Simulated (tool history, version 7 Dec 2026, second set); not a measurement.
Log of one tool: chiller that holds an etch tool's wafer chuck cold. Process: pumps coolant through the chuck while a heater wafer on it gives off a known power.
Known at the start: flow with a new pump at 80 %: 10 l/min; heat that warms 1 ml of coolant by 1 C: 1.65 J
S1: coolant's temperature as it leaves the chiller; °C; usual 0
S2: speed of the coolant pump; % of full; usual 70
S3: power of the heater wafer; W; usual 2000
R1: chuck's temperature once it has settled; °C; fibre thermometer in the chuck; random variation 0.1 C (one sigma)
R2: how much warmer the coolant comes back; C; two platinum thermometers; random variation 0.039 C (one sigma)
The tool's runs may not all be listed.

run 1 hour=0.0 | S1=0 S2=70 S3=2000 | R1=21.8 R2=8.38
run 2 hour=155.3 | S1=0 S2=70 S3=2000 | R1=21.7 R2=8.34
run 3 hour=256.8 | S1=0 S2=70 S3=1017 | R1=11.3 R2=4.27
run 4 hour=326.8 | S1=0 S2=70 S3=2000 | R1=21.8 R2=8.34
run 5 hour=402.4 | S1=0 S2=70 S3=2000 | R1=22.0 R2=8.34
run 6 hour=550.2 | S1=0 S2=70 S3=2000 | R1=21.9 R2=8.36
run 7 hour=649.9 | S1=0 S2=70 S3=2000 | R1=22.1 R2=8.38
run 8 hour=784.6 | S1=0 S2=70 S3=2000 | R1=22.1 R2=8.41
run 9 hour=933.0 | S1=0 S2=70 S3=2000 | R1=22.3 R2=8.33
run 10 hour=1067.8 | S1=0 S2=70 S3=2000 | R1=22.3 R2=8.42
run 11 hour=1222.7 | S1=0 S2=70 S3=2000 | R1=22.4 R2=8.34
run 12 hour=1379.6 | S1=0 S2=70 S3=2000 | R1=22.6 R2=8.41
run 13 hour=1487.4 | S1=2 S2=70 S3=2000 | R1=24.7 R2=8.38
run 14 hour=1586.9 | S1=2 S2=70 S3=2000 | R1=24.8 R2=8.37
run 15 hour=1691.2 | S1=2 S2=70 S3=2000 | R1=24.7 R2=8.44
run 16 hour=1763.6 | S1=2 S2=70 S3=1166 | R1=15.6 R2=4.88
run 17 hour=1900.2 | S1=-7 S2=62 S3=1443 | R1=10.9 R2=6.83
run 18 hour=2029.1 | S1=-6 S2=88 S3=1644 | R1=10.6 R2=5.52
run 19 hour=2191.8 | S1=8 S2=63 S3=1644 | R1=27.7 R2=7.68
run 20 hour=2332.4 | S1=8 S2=63 S3=1644 | R1=25.4 R2=7.64
run 21 hour=2486.7 | S1=0 S2=66 S3=2000 | R1=20.5 R2=8.95
run 22 hour=2629.7 | S1=0 S2=66 S3=2000 | R1=20.8 R2=8.99
run 23 hour=2760.0 | S1=2 S2=66 S3=1221 | R1=14.5 R2=5.46
run 24 hour=2833.5 | S1=-3 S2=96 S3=1347 | R1=8.0 R2=4.19
run 25 hour=2948.7 | S1=-3 S2=90 S3=1290 | R1=8.0 R2=4.31
run 26 hour=3046.2 | S1=-3 S2=90 S3=1290 | R1=7.9 R2=4.31
run 27 hour=3188.4 | S1=-3 S2=90 S3=1290 | R1=8.1 R2=4.35
run 28 hour=3326.3 | S1=-3 S2=90 S3=1290 | R1=8.2 R2=4.39
run 29 hour=3445.4 | S1=9 S2=79 S3=1074 | R1=19.1 R2=4.06
run 30 hour=3512.6 | S1=0 S2=69 S3=1063 | R1=10.9 R2=4.57

Taken out of this log: 3 entries between the listed runs. Where each belongs, and how the hidden state differs across it:
Between runs 11 and 12: chiller's thermometer calibrated (hour 1308.0)
  heat passed by the chuck's channels, % of clean ones': 86.1 -> 85.9; flow at a given pump speed, % of a new pump's: 98.4 -> 98.3; coolant's true temperature over the reading, C: 0.42 -> 0.65
  measured less the result without the state, R1: +3.0 -> +3.2 °C; R2: +0.14 -> +0.15 C
Between runs 18 and 19: chiller's thermometer calibrated, once more (hour 2072.7)
  heat passed by the chuck's channels, % of clean ones': 84.9 -> 84.7; flow at a given pump speed, % of a new pump's: 97.9 -> 97.8; coolant's true temperature over the reading, C: 0.73 -> -0.07
  measured less the result without the state, R1: +2.8 -> +2.6 °C; R2: +0.11 -> +0.17 C
Between runs 19 and 20: coolant changed, channels flushed (hour 2323.9)
  heat passed by the chuck's channels, % of clean ones': 84.7 -> 99.3; flow at a given pump speed, % of a new pump's: 97.8 -> 97.7; coolant's true temperature over the reading, C: -0.07 -> -0.05
  measured less the result without the state, R1: +2.6 -> +0.3 °C; R2: +0.17 -> +0.18 C
